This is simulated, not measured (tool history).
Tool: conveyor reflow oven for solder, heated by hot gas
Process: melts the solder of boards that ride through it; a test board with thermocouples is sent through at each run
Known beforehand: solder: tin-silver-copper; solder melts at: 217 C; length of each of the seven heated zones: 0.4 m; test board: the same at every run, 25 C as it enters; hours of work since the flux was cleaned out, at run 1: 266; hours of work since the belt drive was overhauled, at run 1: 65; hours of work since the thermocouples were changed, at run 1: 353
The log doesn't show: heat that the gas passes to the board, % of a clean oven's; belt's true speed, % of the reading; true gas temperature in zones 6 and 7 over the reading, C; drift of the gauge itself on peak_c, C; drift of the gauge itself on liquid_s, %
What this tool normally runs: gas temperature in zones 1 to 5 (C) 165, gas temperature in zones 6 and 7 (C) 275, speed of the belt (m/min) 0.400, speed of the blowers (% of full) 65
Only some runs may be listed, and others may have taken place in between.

| run | hour | gas temperature in zones 1 to 5 (C) | gas temperature in zones 6 and 7 (C) | speed of the belt (m/min) | speed of the blowers (% of full) | hours of work since the flux was cleaned out | hours of work since the belt drive was overhauled | hours of work since the thermocouples were changed | highest temperature of the board (C) | time above the solder's melting point (s) |
|---|---|---|---|---|---|---|---|---|---|---|
| 1 | 0.0 | 165 | 275 | 0.400 | 65 | 266 | 65 | 353 | 258.1 | 91.6 |
| 2 | 50.9 | 165 | 275 | 0.400 | 65 | 303 | 102 | 390 | 257.9 | 91.4 |
| 3 | 94.2 | 165 | 275 | 0.400 | 65 | 334 | 133 | 421 | 258.4 | 91.5 |
| 4 | 154.9 | 165 | 275 | 0.400 | 65 | 378 | 177 | 465 | 258.1 | 91.6 |
| 5 | 190.0 | 165 | 275 | 0.349 | 65 | 404 | 203 | 491 | 262.2 | 111.0 |
| 6 | 235.6 | 165 | 275 | 0.400 | 65 | 437 | 236 | 524 | 258.4 | 91.0 |
|  | 259.1 | flux residue cleaned out of gas plates and filters |
| 7 | 286.4 | 165 | 275 | 0.400 | 65 | 20 | 269 | 557 | 258.1 | 91.4 |
| 8 | 325.4 | 165 | 275 | 0.400 | 65 | 48 | 297 | 585 | 257.8 | 91.6 |
| 9 | 374.8 | 165 | 275 | 0.400 | 65 | 84 | 333 | 621 | 258.3 | 91.4 |
| 10 | 438.3 | 165 | 275 | 0.400 | 65 | 130 | 379 | 667 | 257.9 | 91.4 |
| 11 | 473.8 | 165 | 275 | 0.400 | 65 | 156 | 405 | 693 | 258.2 | 91.6 |
| 12 | 519.5 | 165 | 275 | 0.400 | 65 | 189 | 438 | 726 | 258.3 | 91.4 |
| 13 | 557.9 | 165 | 275 | 0.400 | 65 | 217 | 466 | 754 | 257.8 | 91.4 |
| 14 | 590.9 | 165 | 275 | 0.400 | 65 | 241 | 490 | 778 | 257.4 | 91.3 |
| 15 | 640.6 | 165 | 275 | 0.400 | 65 | 277 | 526 | 814 | 258.4 | 91.5 |
| 16 | 668.1 | 165 | 275 | 0.400 | 65 | 297 | 546 | 834 | 258.3 | 91.1 |
| 17 | 734.3 | 164 | 273 | 0.400 | 54 | 345 | 594 | 882 | 252.1 | 82.7 |
| 18 | 769.5 | 165 | 275 | 0.353 | 88 | 370 | 620 | 907 | 266.9 | 115.3 |
| 19 | 799.8 | 165 | 275 | 0.342 | 68 | 392 | 641 | 929 | 263.9 | 115.1 |
| 20 | 849.7 | 179 | 274 | 0.400 | 65 | 428 | 678 | 965 | 259.5 | 100.4 |
|  | 887.1 | flux residue cleaned out of gas plates and filters |
| 21 | 899.8 | 179 | 274 | 0.400 | 65 | 9 | 710 | 998 | 260.0 | 100.4 |
| 22 | 934.5 | 179 | 274 | 0.400 | 65 | 34 | 736 | 1023 | 259.4 | 99.6 |
|  | 971.7 | belt drive overhauled, speed set with a stopwatch |
| 23 | 979.4 | 179 | 274 | 0.415 | 85 | 64 | 6 | 1053 | 262.8 | 100.3 |
| 24 | 1040.4 | 155 | 275 | 0.400 | 62 | 108 | 50 | 1097 | 255.7 | 83.7 |
| 25 | 1068.8 | 155 | 275 | 0.356 | 62 | 129 | 70 | 1118 | 259.5 | 100.6 |
| 26 | 1101.0 | 176 | 282 | 0.464 | 83 | 152 | 94 | 1141 | 266.4 | 89.0 |
| 27 | 1132.9 | 176 | 282 | 0.464 | 83 | 175 | 117 | 1164 | 266.3 | 89.4 |
| 28 | 1173.2 | 174 | 275 | 0.400 | 52 | 205 | 146 | 1194 | 255.1 | 91.5 |
| 29 | 1238.3 | 174 | 275 | 0.325 | 52 | 252 | 193 | 1241 | 262.1 | 123.3 |
|  | 1294.0 | thermocouples of zones 6 and 7 changed |
| 30 | 1302.1 | 162 | 275 | 0.400 | 65 | 297 | 238 | 6 | 257.7 | 89.8 |
| 31 | 1352.2 | 163 | 275 | 0.480 | 65 | 333 | 275 | 42 | 250.9 | 66.5 |

Alternative continuations, all from the tool just after run 31; predict every row:
| A | 1418.3 | 165 | 272 | 0.400 | 65 | 381 | 322 | 90 | ? | ? |
| B | 1418.3 | 165 | 283 | 0.414 | 65 | 381 | 322 | 90 | ? | ? |
| C | 1418.3 | 152 | 275 | 0.369 | 65 | 381 | 322 | 90 | ? | ? |

| run | highest temperature of the board (C) | time above the solder's melting point (s) |
|---|---|---|
| A | 255.2 | 88.7 |
| B | 263.7 | 93.0 |
| C | 259.0 | 94.6 |
Without the tool's hidden state the same runs would have given:
| run | highest temperature of the board (C) | time above the solder's melting point (s) |
|---|---|---|
| A | 255.3 | 88.7 |
| B | 263.7 | 93.0 |
| C | 259.0 | 94.6 |
